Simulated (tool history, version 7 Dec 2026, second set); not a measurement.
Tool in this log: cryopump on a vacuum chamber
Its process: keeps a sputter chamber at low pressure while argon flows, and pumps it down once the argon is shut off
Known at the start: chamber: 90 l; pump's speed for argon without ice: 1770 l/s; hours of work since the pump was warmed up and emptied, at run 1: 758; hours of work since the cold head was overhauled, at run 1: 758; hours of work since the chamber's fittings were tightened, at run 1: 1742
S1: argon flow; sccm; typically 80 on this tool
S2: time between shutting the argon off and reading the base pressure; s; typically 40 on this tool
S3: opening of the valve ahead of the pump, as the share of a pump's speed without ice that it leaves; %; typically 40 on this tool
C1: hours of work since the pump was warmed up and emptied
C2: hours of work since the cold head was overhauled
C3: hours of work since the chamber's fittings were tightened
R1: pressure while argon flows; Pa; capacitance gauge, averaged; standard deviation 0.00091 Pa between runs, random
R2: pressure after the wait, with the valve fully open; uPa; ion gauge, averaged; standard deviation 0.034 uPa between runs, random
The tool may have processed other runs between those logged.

Run 1, day 0: usual settings; C1 758; C2 758; C3 1742. Result: R1 0.2195 Pa, R2 3.57 uPa.
Run 2, day 1.6: usual settings; C1 780; C2 780; C3 1763. Result: R1 0.221 Pa, R2 3.68 uPa.
Run 3, day 2.879: usual settings; C1 797; C2 797; C3 1781. Result: R1 0.2228 Pa, R2 3.69 uPa.
Run 4, day 3.8: usual settings; C1 809; C2 809; C3 1793. Result: R1 0.2227 Pa, R2 3.7 uPa.
Run 5, day 5.121: usual settings; C1 827; C2 827; C3 1811. Result: R1 0.224 Pa, R2 3.78 uPa.
Run 6, day 6.15: usual settings but S3 25 %; C1 841; C2 841; C3 1825. Result: R1 0.338 Pa, R2 3.82 uPa.
Run 7, day 7.317: usual settings but S3 25 %; C1 857; C2 857; C3 1840. Result: R1 0.3417 Pa, R2 3.66 uPa.
Run 8, day 8.579: usual settings but S3 25 %; C1 874; C2 874; C3 1857. Result: R1 0.3406 Pa, R2 3.83 uPa.
Run 9, day 9.862: usual settings but S3 26 %; C1 891; C2 891; C3 1875. Result: R1 0.3254 Pa, R2 3.85 uPa.
At day 11.171: pump warmed up, emptied and cooled again.
Run 10, day 11.45: usual settings but S3 26 %; C1 4; C2 910; C3 1893. Result: R1 0.2965 Pa, R2 3.15 uPa.
Run 11, day 12.838: usual settings but S2 45 s, S3 34 %; C1 23; C2 928; C3 1912. Result: R1 0.2263 Pa, R2 3.01 uPa.
Run 12, day 14.212: usual settings but S2 45 s, S3 34 %; C1 41; C2 947; C3 1931. Result: R1 0.2282 Pa, R2 3.05 uPa.
Run 13, day 15.425: usual settings but S1 46 sccm, S2 269 s, S3 34 %; C1 57; C2 963; C3 1947. Result: R1 0.1321 Pa, R2 1.91 uPa.
Run 14, day 16.362: usual settings but S1 48 sccm, S2 269 s, S3 45 %; C1 70; C2 976; C3 1960. Result: R1 0.1053 Pa, R2 1.91 uPa.
Run 15, day 17.562: usual settings but S1 54 sccm, S2 53 s, S3 28 %; C1 86; C2 992; C3 1976. Result: R1 0.187 Pa, R2 2.93 uPa.
Run 16, day 18.792: usual settings but S1 96 sccm, S2 91 s; C1 103; C2 1009; C3 1992. Result: R1 0.2359 Pa, R2 2.48 uPa.
Run 17, day 19.567: usual settings but S1 96 sccm, S2 91 s; C1 113; C2 1019; C3 2003. Result: R1 0.2367 Pa, R2 2.51 uPa.

Branching from run 17: 3 alternative next runs. What would each branch give?
Run A, day 20.712: usual settings but S1 139 sccm, S2 77 s; C1 129; C2 1035; C3 2018. Result: R1 ?, R2 ?.
Run B, day 20.712: usual settings but S1 51 sccm, S2 67 s, S3 27 %; C1 129; C2 1035; C3 2018. Result: R1 ?, R2 ?.
Run C, day 20.712: usual settings but S2 84 s; C1 129; C2 1035; C3 2018. Result: R1 ?, R2 ?.

run      R1    R2
  A  0.3415  2.52
  B  0.1851  2.69
  C  0.1972  2.49
Stripped of hidden state, with their random variation kept, the same runs would have yielded:
run      R1    R2
  A  0.3313     1
  B  0.1813  1.14
  C  0.1913  0.95

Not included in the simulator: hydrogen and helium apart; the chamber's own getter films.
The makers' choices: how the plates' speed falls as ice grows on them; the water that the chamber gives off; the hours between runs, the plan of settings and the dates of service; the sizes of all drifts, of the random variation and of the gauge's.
